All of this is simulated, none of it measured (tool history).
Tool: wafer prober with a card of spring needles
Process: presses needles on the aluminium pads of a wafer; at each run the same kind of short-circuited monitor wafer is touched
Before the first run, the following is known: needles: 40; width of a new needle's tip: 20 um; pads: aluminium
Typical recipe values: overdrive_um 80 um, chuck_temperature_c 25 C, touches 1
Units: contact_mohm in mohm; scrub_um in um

Run 1, hour 0: usual settings. Result: contact_mohm 135 mohm, scrub_um 13.65 um.
At hour 13.9: tips cleaned on abrasive film.
Run 2, hour 18.2: usual settings. Result: contact_mohm 138 mohm, scrub_um 13.62 um.
At hour 29.2: tips cleaned on abrasive film.
At hour 44.8: tips cleaned on abrasive film.
Run 3, hour 45.3: usual settings. Result: contact_mohm 135 mohm, scrub_um 13.63 um.
At hour 60.6: tips cleaned on abrasive film.
At hour 75.5: tips cleaned on abrasive film.
Run 4, hour 75.5: usual settings. Result: contact_mohm 138 mohm, scrub_um 13.64 um.
At hour 91.4: tips cleaned on abrasive film.
At hour 97.2: height of the first contact set anew.
At hour 105.5: tips cleaned on abrasive film.
Run 5, hour 105.5: usual settings but chuck_temperature_c 59 C. Result: contact_mohm 144 mohm, scrub_um 13.64 um.
At hour 120.6: tips cleaned on abrasive film.
Run 6, hour 126.4: usual settings but touches 2. Result: contact_mohm 137 mohm, scrub_um 13.63 um.
At hour 135.4: tips cleaned on abrasive film.
Run 7, hour 140.9: usual settings but touches 2. Result: contact_mohm 132 mohm, scrub_um 13.64 um.
At hour 150.4: tips cleaned on abrasive film.
Run 8, hour 163: usual settings but touches 2. Result: contact_mohm 136 mohm, scrub_um 13.65 um.
At hour 165.6: tips cleaned on abrasive film.
At hour 181.1: tips cleaned on abrasive film.
Run 9, hour 184.1: usual settings but overdrive_um 89 um. Result: contact_mohm 134 mohm, scrub_um 15.2 um.
At hour 196: tips cleaned on abrasive film.
Run 10, hour 199.5: usual settings but overdrive_um 89 um. Result: contact_mohm 134 mohm, scrub_um 15.18 um.
At hour 212.5: tips cleaned on abrasive film.
Run 11, hour 218.3: usual settings but overdrive_um 89 um. Result: contact_mohm 136 mohm, scrub_um 15.19 um.
At hour 228.2: tips cleaned on abrasive film.
Run 12, hour 233.7: usual settings but overdrive_um 89 um. Result: contact_mohm 135 mohm, scrub_um 15.2 um.
At hour 242.5: tips cleaned on abrasive film.
Run 13, hour 254.4: usual settings but overdrive_um 97 um. Result: contact_mohm 133 mohm, scrub_um 16.57 um.
At hour 257.7: tips cleaned on abrasive film.
Run 14, hour 270.7: usual settings but overdrive_um 97 um. Result: contact_mohm 132 mohm, scrub_um 16.58 um.
At hour 273.5: tips cleaned on abrasive film.
Run 15, hour 285.5: usual settings but overdrive_um 97 um. Result: contact_mohm 134 mohm, scrub_um 16.54 um.
At hour 287.6: tips cleaned on abrasive film.
At hour 298.3: height of the first contact set anew.
At hour 303: tips cleaned on abrasive film.
At hour 317.1: tips cleaned on abrasive film.
Run 16, hour 321: usual settings but overdrive_um 97 um. Result: contact_mohm 134 mohm, scrub_um 16.57 um.
At hour 332.3: tips cleaned on abrasive film.
At hour 346.2: tips cleaned on abrasive film.
Run 17, hour 349.1: usual settings but overdrive_um 85 um, chuck_temperature_c 98 C. Result: contact_mohm 145 mohm, scrub_um 14.54 um.
At hour 361.1: tips cleaned on abrasive film.
Run 18, hour 371: usual settings but overdrive_um 96 um, chuck_temperature_c 51 C. Result: contact_mohm 136 mohm, scrub_um 16.42 um.
At hour 376.3: tips cleaned on abrasive film.
At hour 391.8: tips cleaned on abrasive film.
Run 19, hour 402.9: usual settings but overdrive_um 99 um, chuck_temperature_c 32 C. Result: contact_mohm 135 mohm, scrub_um 16.93 um.
At hour 406.3: tips cleaned on abrasive film.
At hour 421.7: tips cleaned on abrasive film.
Run 20, hour 430: usual settings but overdrive_um 99 um, chuck_temperature_c 32 C. Result: contact_mohm 132 mohm, scrub_um 16.92 um.
At hour 436.7: tips cleaned on abrasive film.
At hour 452: tips cleaned on abrasive film.
Run 21, hour 464.3: usual settings. Result: contact_mohm 134 mohm, scrub_um 13.71 um.
At hour 466.1: tips cleaned on abrasive film.
At hour 481.4: tips cleaned on abrasive film.
Run 22, hour 492.3: usual settings. Result: contact_mohm 136 mohm, scrub_um 13.71 um.
At hour 496.7: tips cleaned on abrasive film.
At hour 499.2: height of the first contact set anew.
At hour 513.5: tips cleaned on abrasive film.
Run 23, hour 518.9: usual settings. Result: contact_mohm 139 mohm, scrub_um 13.72 um.
At hour 527.4: tips cleaned on abrasive film.
At hour 542.4: tips cleaned on abrasive film.
Run 24, hour 548.7: usual settings but overdrive_um 92 um, touches 2. Result: contact_mohm 133 mohm, scrub_um 15.78 um.
At hour 557.6: tips cleaned on abrasive film.
At hour 573.8: tips cleaned on abrasive film.
Run 25, hour 573.9: usual settings but overdrive_um 85 um, chuck_temperature_c 108 C. Result: contact_mohm 148 mohm, scrub_um 14.58 um.
At hour 589.5: tips cleaned on abrasive film.
At hour 604.5: tips cleaned on abrasive film.
Run 26, hour 607.4: usual settings but overdrive_um 85 um, chuck_temperature_c 108 C. Result: contact_mohm 151 mohm, scrub_um 14.58 um.
At hour 618.4: tips cleaned on abrasive film.
Run 27, hour 623.6: usual settings but overdrive_um 85 um. Result: contact_mohm 134 mohm, scrub_um 14.58 um.
At hour 632.8: tips cleaned on abrasive film.
Run 28, hour 640.5: usual settings but touches 3. Result: contact_mohm 135 mohm, scrub_um 13.73 um.
At hour 648.8: tips cleaned on abrasive film.
Run 29, hour 655: usual settings but overdrive_um 85 um. Result: contact_mohm 134 mohm, scrub_um 14.59 um.
At hour 662.6: tips cleaned on abrasive film.
At hour 677.5: tips cleaned on abrasive film.
Run 30, hour 688.9: usual settings but overdrive_um 69 um, chuck_temperature_c 111 C. Result: contact_mohm 150 mohm, scrub_um 11.84 um.
At hour 693.9: gauge calibrated.
At hour 694: tips cleaned on abrasive film.
At hour 701.2: height of the first contact set anew.
At hour 708.3: tips cleaned on abrasive film.
Run 31, hour 715.6: usual settings but overdrive_um 70 um, chuck_temperature_c 111 C. Result: contact_mohm 151 mohm, scrub_um 11.92 um.
At hour 722.4: tips cleaned on abrasive film.
Run 32, hour 732.7: usual settings but overdrive_um 70 um, chuck_temperature_c 111 C, touches 2. Result: contact_mohm 151 mohm, scrub_um 11.93 um.

Branching from run 32: 3 alternative next runs. What would each branch give?
At hour 737.6: tips cleaned on abrasive film.
At hour 752.6: tips cleaned on abrasive film.
Run A, hour 765: usual settings but overdrive_um 99 um, chuck_temperature_c 37 C, touches 2. Result: contact_mohm ?, scrub_um ?.
At hour 737.6: tips cleaned on abrasive film.
At hour 752.6: tips cleaned on abrasive film.
Run B, hour 765: usual settings but overdrive_um 72 um, touches 3. Result: contact_mohm ?, scrub_um ?.
At hour 737.6: tips cleaned on abrasive film.
At hour 752.6: tips cleaned on abrasive film.
Run C, hour 765: usual settings but overdrive_um 71 um, chuck_temperature_c 33 C. Result: contact_mohm ?, scrub_um ?.

run  contact_mohm  scrub_um
  A           135     16.89
  B           136     12.24
  C           138      12.1
The same runs, with their run-to-run variation unchanged, on a tool lacking any hidden condition would have given:
run  contact_mohm  scrub_um
  A           135     16.87
  B           136     12.23
  C           137     12.09
